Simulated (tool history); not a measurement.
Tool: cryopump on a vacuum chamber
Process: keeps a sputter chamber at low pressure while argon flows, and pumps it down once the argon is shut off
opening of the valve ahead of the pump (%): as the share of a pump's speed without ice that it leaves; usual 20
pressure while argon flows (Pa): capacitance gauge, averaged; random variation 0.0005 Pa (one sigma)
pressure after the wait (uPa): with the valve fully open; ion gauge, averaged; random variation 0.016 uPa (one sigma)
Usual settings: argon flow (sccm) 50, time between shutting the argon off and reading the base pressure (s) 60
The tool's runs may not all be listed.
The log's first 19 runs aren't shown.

run,hour,argon flow (sccm),time between shutting the argon off and reading the base pressure (s),opening of the valve ahead of the pump (%),hours of work since the pump was warmed up and emptied,hours of work since the cold head was overhauled,hours of work since the chamber's fittings were tightened,pressure while argon flows (Pa),pressure after the wait (uPa)
20,674.2,50,60,25,69,965,83,0.1462,0.64
21,711.1,50,30,35,101,997,115,0.1052,1.08
22,749.3,72,186,42,134,1030,148,0.1267,0.33
23,776.7,72,186,42,157,1053,172,0.1274,0.3
24,822.7,84,27,47,197,1093,212,0.1329,1.14
25,861.9,84,26,21,231,1127,246,0.2944,1.2
26,889.1,84,26,21,254,1151,269,0.2938,1.24
27,928.9,50,48,20,289,1185,303,0.1837,0.74
28,975.6,50,96,20,329,1225,344,0.1834,0.48
29,1008.6,77,48,16,358,1254,372,0.3527,0.77
30,1038.2,43,60,20,383,1279,398,0.1599,0.68
31,1067.5,43,44,58,408,1305,423,0.0581,0.8
32,1113.9,43,198,22,448,1345,463,0.1456,0.36
33,1137.3,43,198,22,469,1365,483,0.1455,0.38
34,1173.9,62,60,32,500,1396,515,0.1462,0.69

4 ways to go on from here, each from the tool as it stands after run 34. What would each give?
A,1220.9,35,189,23,541,1437,556,?,?
B,1220.9,40,60,32,541,1437,556,?,?
C,1220.9,57,77,58,541,1437,556,?,?
D,1220.9,30,169,34,541,1437,556,?,?

run,pressure while argon flows (Pa),pressure after the wait (uPa)
A,0.1133,0.39
B,0.0948,0.7
C,0.0778,0.61
D,0.0673,0.41
Without the tool's hidden state the same runs would have given:
run,pressure while argon flows (Pa),pressure after the wait (uPa)
A,0.1093,0.27
B,0.0901,0.59
C,0.0712,0.5
D,0.0638,0.3
